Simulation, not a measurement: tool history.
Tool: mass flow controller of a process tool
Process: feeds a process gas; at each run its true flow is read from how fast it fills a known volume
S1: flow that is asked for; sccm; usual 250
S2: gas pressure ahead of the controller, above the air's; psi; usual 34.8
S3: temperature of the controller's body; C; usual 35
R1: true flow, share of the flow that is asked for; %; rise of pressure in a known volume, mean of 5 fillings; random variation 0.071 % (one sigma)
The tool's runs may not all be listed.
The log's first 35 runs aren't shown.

{"run": 36, "hour": 3938.8, "S1": 106, "S2": 34.8, "S3": 36, "R1": 103.52}
{"run": 37, "hour": 4077.3, "S1": 106, "S2": 27.0, "S3": 36, "R1": 103.17}
{"run": 38, "hour": 4179.4, "S1": 83, "S2": 28.4, "S3": 26, "R1": 103.59}
{"run": 39, "hour": 4249.3, "S1": 52, "S2": 29.3, "S3": 32, "R1": 106.27}
{"run": 40, "hour": 4409.0, "S1": 206, "S2": 27.6, "S3": 37, "R1": 102.08}
{"run": 41, "hour": 4538.0, "S1": 206, "S2": 27.6, "S3": 37, "R1": 102.07}
{"run": 42, "hour": 4666.5, "S1": 206, "S2": 27.6, "S3": 37, "R1": 102.18}
{"run": 43, "hour": 4798.2, "S1": 87, "S2": 34.8, "S3": 24, "R1": 103.87}
{"run": 44, "hour": 4892.8, "S1": 87, "S2": 34.8, "S3": 24, "R1": 103.88}
{"run": 45, "hour": 5027.8, "S1": 122, "S2": 39.0, "S3": 35, "R1": 103.61}
{"run": 46, "hour": 5124.2, "S1": 122, "S2": 39.0, "S3": 35, "R1": 103.67}
{"run": 47, "hour": 5221.1, "S1": 75, "S2": 34.4, "S3": 25, "R1": 104.57}

3 ways to go on from here, each from the tool as it stands after run 47. What would each give?
{"run": "A", "hour": 5306.1, "S1": 85, "S2": 24.7, "S3": 26, "R1": "?"}
{"run": "B", "hour": 5306.1, "S1": 202, "S2": 31.3, "S3": 21, "R1": "?"}
{"run": "C", "hour": 5306.1, "S1": 142, "S2": 34.8, "S3": 39, "R1": "?"}

run=A R1=103.64
run=B R1=101.75
run=C R1=103.45
Without the tool's hidden state the same runs would have given:
run=A R1=98.47
run=B R1=99.00
run=C R1=99.96

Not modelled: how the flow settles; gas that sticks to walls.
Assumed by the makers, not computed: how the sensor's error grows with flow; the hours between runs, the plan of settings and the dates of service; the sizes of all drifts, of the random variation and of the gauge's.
